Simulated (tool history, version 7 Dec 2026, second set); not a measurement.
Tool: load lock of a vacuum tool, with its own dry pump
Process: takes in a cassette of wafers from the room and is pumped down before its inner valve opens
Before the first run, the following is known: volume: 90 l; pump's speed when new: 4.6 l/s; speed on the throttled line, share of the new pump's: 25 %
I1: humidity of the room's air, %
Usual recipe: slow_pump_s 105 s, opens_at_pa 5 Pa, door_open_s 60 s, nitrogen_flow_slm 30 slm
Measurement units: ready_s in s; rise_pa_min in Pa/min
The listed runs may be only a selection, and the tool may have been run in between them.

Run 1, day 0: usual settings; I1 49.6. Result: ready_s 283.1 s, rise_pa_min 0.427 Pa/min.
Run 2, day 8.533: usual settings; I1 44.7. Result: ready_s 284.6 s, rise_pa_min 0.442 Pa/min.
Run 3, day 16.583: usual settings; I1 45.7. Result: ready_s 284.3 s, rise_pa_min 0.459 Pa/min.
At day 32.238: door's seal changed, seat wiped.
Run 4, day 33.321: usual settings; I1 46. Result: ready_s 280.9 s, rise_pa_min 0.018 Pa/min.
Run 5, day 41.325: usual settings but slow_pump_s 119 s; I1 43.2. Result: ready_s 292.8 s, rise_pa_min 0.019 Pa/min.
Run 6, day 51.475: usual settings but slow_pump_s 119 s; I1 45.4. Result: ready_s 295.3 s, rise_pa_min 0.021 Pa/min.
Run 7, day 68.229: usual settings but slow_pump_s 119 s; I1 43.8. Result: ready_s 294.6 s, rise_pa_min 0.028 Pa/min.
Run 8, day 78.088: usual settings; I1 46.1. Result: ready_s 283.6 s, rise_pa_min 0.036 Pa/min.
Run 9, day 95.004: usual settings; I1 47.6. Result: ready_s 287.2 s, rise_pa_min 0.035 Pa/min.
Run 10, day 106.65: usual settings; I1 47.2. Result: ready_s 285.8 s, rise_pa_min 0.056 Pa/min.
Run 11, day 113.638: usual settings; I1 44.9. Result: ready_s 288.8 s, rise_pa_min 0.052 Pa/min.
Run 12, day 121.271: usual settings; I1 43.8. Result: ready_s 286.6 s, rise_pa_min 0.057 Pa/min.
Run 13, day 129.204: usual settings but nitrogen_flow_slm 6 slm; I1 44.7. Result: ready_s 288 s, rise_pa_min 0.069 Pa/min.
Run 14, day 136.279: usual settings but nitrogen_flow_slm 6 slm; I1 46.1. Result: ready_s 290.7 s, rise_pa_min 0.07 Pa/min.
Run 15, day 150.296: usual settings but nitrogen_flow_slm 6 slm; I1 46.1. Result: ready_s 292.8 s, rise_pa_min 0.081 Pa/min.
Run 16, day 164.871: usual settings but nitrogen_flow_slm 6 slm; I1 47.4. Result: ready_s 290.8 s, rise_pa_min 0.093 Pa/min.
Run 17, day 176.896: usual settings but nitrogen_flow_slm 6 slm; I1 46. Result: ready_s 292.6 s, rise_pa_min 0.1 Pa/min.
Run 18, day 184.762: usual settings but nitrogen_flow_slm 8 slm; I1 45.6. Result: ready_s 295.1 s, rise_pa_min 0.103 Pa/min.
Run 19, day 198.592: usual settings but slow_pump_s 59 s, opens_at_pa 4 Pa, door_open_s 98 s; I1 41.7. Result: ready_s 266.5 s, rise_pa_min 0.103 Pa/min.
Run 20, day 214.554: usual settings but slow_pump_s 59 s, opens_at_pa 4 Pa, door_open_s 98 s; I1 47.3. Result: ready_s 265.5 s, rise_pa_min 0.127 Pa/min.
Run 21, day 230.408: usual settings but door_open_s 48 s; I1 42.5. Result: ready_s 298.3 s, rise_pa_min 0.127 Pa/min.
Run 22, day 242.242: usual settings but slow_pump_s 170 s, opens_at_pa 8 Pa, door_open_s 88 s, nitrogen_flow_slm 13 slm; I1 44.7. Result: ready_s 330.9 s, rise_pa_min 0.145 Pa/min.
Run 23, day 253.571: usual settings but slow_pump_s 204 s, opens_at_pa 8 Pa, door_open_s 31 s, nitrogen_flow_slm 27 slm; I1 44.9. Result: ready_s 357.3 s, rise_pa_min 0.136 Pa/min.
Run 24, day 270.483: usual settings but slow_pump_s 206 s; I1 44.9. Result: ready_s 369.8 s, rise_pa_min 0.164 Pa/min.
Run 25, day 281.15: usual settings but slow_pump_s 206 s; I1 46.6. Result: ready_s 373.4 s, rise_pa_min 0.171 Pa/min.
Run 26, day 289.746: usual settings but opens_at_pa 9 Pa, door_open_s 64 s, nitrogen_flow_slm 20 slm; I1 46.1. Result: ready_s 285.4 s, rise_pa_min 0.187 Pa/min.
Run 27, day 305.408: usual settings but slow_pump_s 188 s; I1 42.5. Result: ready_s 360.3 s, rise_pa_min 0.193 Pa/min.
Run 28, day 314.679: usual settings but slow_pump_s 188 s; I1 47.3. Result: ready_s 358.3 s, rise_pa_min 0.203 Pa/min.
Run 29, day 331.892: usual settings but slow_pump_s 68 s, opens_at_pa 7 Pa, door_open_s 25 s; I1 42.8. Result: ready_s 267 s, rise_pa_min 0.21 Pa/min.
Run 30, day 346.933: usual settings but slow_pump_s 142 s, opens_at_pa 7 Pa, door_open_s 76 s, nitrogen_flow_slm 6 slm; I1 47.8. Result: ready_s 320.8 s, rise_pa_min 0.259 Pa/min.
Run 31, day 354.279: usual settings but slow_pump_s 142 s, opens_at_pa 7 Pa, door_open_s 76 s, nitrogen_flow_slm 10 slm; I1 46.7. Result: ready_s 322.1 s, rise_pa_min 0.263 Pa/min.

Forecast each of these 4 alternatives for the next run:
Run A, day 370.454: usual settings but door_open_s 38 s; I1 45.6. Result: ready_s ?, rise_pa_min ?.
Run B, day 370.454: usual settings but slow_pump_s 108 s, opens_at_pa 8 Pa, door_open_s 62 s, nitrogen_flow_slm 10 slm; I1 45.2. Result: ready_s ?, rise_pa_min ?.
Run C, day 370.454: usual settings but slow_pump_s 142 s, opens_at_pa 7 Pa, door_open_s 76 s, nitrogen_flow_slm 10 slm; I1 47.1. Result: ready_s ?, rise_pa_min ?.
Run D, day 370.454: usual settings but slow_pump_s 190 s, opens_at_pa 7 Pa, nitrogen_flow_slm 5 slm; I1 47.8. Result: ready_s ?, rise_pa_min ?.

run  ready_s  rise_pa_min
  A    306.5        0.265
  B    294.6        0.274
  C    320.1        0.284
  D    357.6        0.277
What these runs would have given with no unlogged condition in the tool:
run  ready_s  rise_pa_min
  A    278.2        0.015
  B    268.6        0.025
  C    295.2        0.033
  D    334.3        0.029
